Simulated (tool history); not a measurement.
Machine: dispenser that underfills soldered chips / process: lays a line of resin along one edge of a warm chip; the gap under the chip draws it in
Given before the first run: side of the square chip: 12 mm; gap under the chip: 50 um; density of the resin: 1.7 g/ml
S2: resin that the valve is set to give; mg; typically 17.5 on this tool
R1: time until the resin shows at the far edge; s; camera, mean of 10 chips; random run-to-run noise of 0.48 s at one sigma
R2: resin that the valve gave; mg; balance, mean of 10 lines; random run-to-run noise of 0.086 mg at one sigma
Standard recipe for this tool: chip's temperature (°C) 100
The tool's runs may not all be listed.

{"run": 1, "hour": 0.0, "chip's temperature (°C)": 100, "S2": 17.5, "R1": 52.7, "R2": 16.56}
{"run": 2, "hour": 10.9, "chip's temperature (°C)": 100, "S2": 17.5, "R1": 44, "R2": 16.27}
{"run": 3, "hour": 24.0, "chip's temperature (°C)": 100, "S2": 17.5, "R1": 39.2, "R2": 16.16}
{"run": 4, "hour": 40.8, "chip's temperature (°C)": 100, "S2": 17.5, "R1": 37.3, "R2": 16.3}
{"run": 5, "hour": 58.1, "chip's temperature (°C)": 100, "S2": 17.5, "R1": 37, "R2": 17.32}
{"run": 6, "hour": 74.7, "chip's temperature (°C)": 100, "S2": 17.5, "R1": 35.7, "R2": 17.33}
{"run": 7, "hour": 92.0, "chip's temperature (°C)": 100, "S2": 17.5, "R1": 34.9, "R2": 17.21}
{"run": 8, "hour": 102.4, "chip's temperature (°C)": 93, "S2": 17.5, "R1": 65.4, "R2": 17.14}
{"run": 9, "hour": 119.1, "chip's temperature (°C)": 93, "S2": 17.5, "R1": 65.5, "R2": 17.18}
{"run": 10, "hour": 130.7, "chip's temperature (°C)": 93, "S2": 17.5, "R1": 52.5, "R2": 17.1}
{"run": 11, "hour": 148.3, "chip's temperature (°C)": 109, "S2": 15.9, "R1": 27.9, "R2": 15.25}
{"run": 12, "hour": 164.3, "chip's temperature (°C)": 109, "S2": 15.9, "R1": 26.9, "R2": 15.25}
{"run": 13, "hour": 173.4, "chip's temperature (°C)": 109, "S2": 19.5, "R1": 35.3, "R2": 18.6}
{"run": 14, "hour": 181.6, "chip's temperature (°C)": 91, "S2": 15.1, "R1": 62, "R2": 14.38}
{"run": 15, "hour": 194.2, "chip's temperature (°C)": 110, "S2": 22.2, "R1": 36.6, "R2": 21.09}

Not shown here: 13 entries made in the log between runs. Locate each between two listed runs and compare the hidden state at the listed run before it with the hidden state at the listed run after it:
Run 1 -> run 2: new syringe of resin (hour 4.3)
  resin's viscosity, % of fresh resin's: 148.3 -> 123.3; dose that the valve gives, % of what is set: 94.14 -> 93.78; true chip temperature over the reading, C: 1.5 -> 1.53
  what was measured, less what the result would be without the hidden state, R1: +15.2 -> +6.4 s; R2: -1.02 -> -1.09 mg
Run 2 -> run 3: new syringe of resin (hour 21.6)
  resin's viscosity, % of fresh resin's: 123.3 -> 108.7; dose that the valve gives, % of what is set: 93.78 -> 93.27; true chip temperature over the reading, C: 1.53 -> 1.57
  what was measured, less what the result would be without the hidden state, R1: +6.4 -> +1.2 s; R2: -1.09 -> -1.17 mg
Run 3 -> run 4: new syringe of resin (hour 38.7)
  resin's viscosity, % of fresh resin's: 108.7 -> 106; dose that the valve gives, % of what is set: 93.27 -> 92.74; true chip temperature over the reading, C: 1.57 -> 1.62
  what was measured, less what the result would be without the hidden state, R1: +1.2 -> +0.2 s; R2: -1.17 -> -1.28 mg
Run 4 -> run 5: dispensing valve cleaned and set on the balance (hour 48.3); new syringe of resin (hour 56.7)
  resin's viscosity, % of fresh resin's: 106 -> 105.1; dose that the valve gives, % of what is set: 92.74 -> 99.54; true chip temperature over the reading, C: 1.62 -> 1.67
  what was measured, less what the result would be without the hidden state, R1: +0.2 -> -0.9 s; R2: -1.28 -> -0.08 mg
Run 5 -> run 6: new syringe of resin (hour 74.7)
  resin's viscosity, % of fresh resin's: 105.1 -> 100.7; dose that the valve gives, % of what is set: 99.54 -> 99.01; true chip temperature over the reading, C: 1.67 -> 1.71
  what was measured, less what the result would be without the hidden state, R1: -0.9 -> -2.4 s; R2: -0.08 -> -0.18 mg
Run 6 -> run 7: new syringe of resin (hour 92)
  resin's viscosity, % of fresh resin's: 100.7 -> 99.7; dose that the valve gives, % of what is set: 99.01 -> 98.33; true chip temperature over the reading, C: 1.71 -> 1.76
  what was measured, less what the result would be without the hidden state, R1: -2.4 -> -2.8 s; R2: -0.18 -> -0.29 mg
Run 8 -> run 9: new syringe of resin (hour 109.4)
  resin's viscosity, % of fresh resin's: 137.1 -> 136.1; dose that the valve gives, % of what is set: 97.92 -> 97.34; true chip temperature over the reading, C: 1.79 -> 1.84
  what was measured, less what the result would be without the hidden state, R1: +14 -> +13.4 s; R2: -0.37 -> -0.47 mg
Run 9 -> run 10: new syringe of resin (hour 127.1)
  resin's viscosity, % of fresh resin's: 136.1 -> 111.6; dose that the valve gives, % of what is set: 97.34 -> 96.93; true chip temperature over the reading, C: 1.84 -> 1.87
  what was measured, less what the result would be without the hidden state, R1: +13.4 -> +1.6 s; R2: -0.47 -> -0.54 mg
Run 10 -> run 11: new syringe of resin (hour 144.4)
  resin's viscosity, % of fresh resin's: 111.6 -> 113.2; dose that the valve gives, % of what is set: 96.93 -> 96.31; true chip temperature over the reading, C: 1.87 -> 1.92
  what was measured, less what the result would be without the hidden state, R1: +1.6 -> +1.5 s; R2: -0.54 -> -0.58 mg
Run 11 -> run 12: new syringe of resin (hour 161.4)
  resin's viscosity, % of fresh resin's: 113.2 -> 108.6; dose that the valve gives, % of what is set: 96.31 -> 95.75; true chip temperature over the reading, C: 1.92 -> 1.97
  what was measured, less what the result would be without the hidden state, R1: +1.5 -> +0.4 s; R2: -0.58 -> -0.68 mg
Run 12 -> run 13: stage's temperature calibrated (hour 171.9)
  resin's viscosity, % of fresh resin's: 108.6 -> 139.2; dose that the valve gives, % of what is set: 95.75 -> 95.48; true chip temperature over the reading, C: 1.97 -> -0.22
  what was measured, less what the result would be without the hidden state, R1: +0.4 -> +10.2 s; R2: -0.68 -> -0.88 mg
Run 13 -> run 14: new syringe of resin (hour 180.7)
  resin's viscosity, % of fresh resin's: 139.2 -> 102.9; dose that the valve gives, % of what is set: 95.48 -> 95.2; true chip temperature over the reading, C: -0.22 -> -0.2
  what was measured, less what the result would be without the hidden state, R1: +10.2 -> +3.5 s; R2: -0.88 -> -0.73 mg

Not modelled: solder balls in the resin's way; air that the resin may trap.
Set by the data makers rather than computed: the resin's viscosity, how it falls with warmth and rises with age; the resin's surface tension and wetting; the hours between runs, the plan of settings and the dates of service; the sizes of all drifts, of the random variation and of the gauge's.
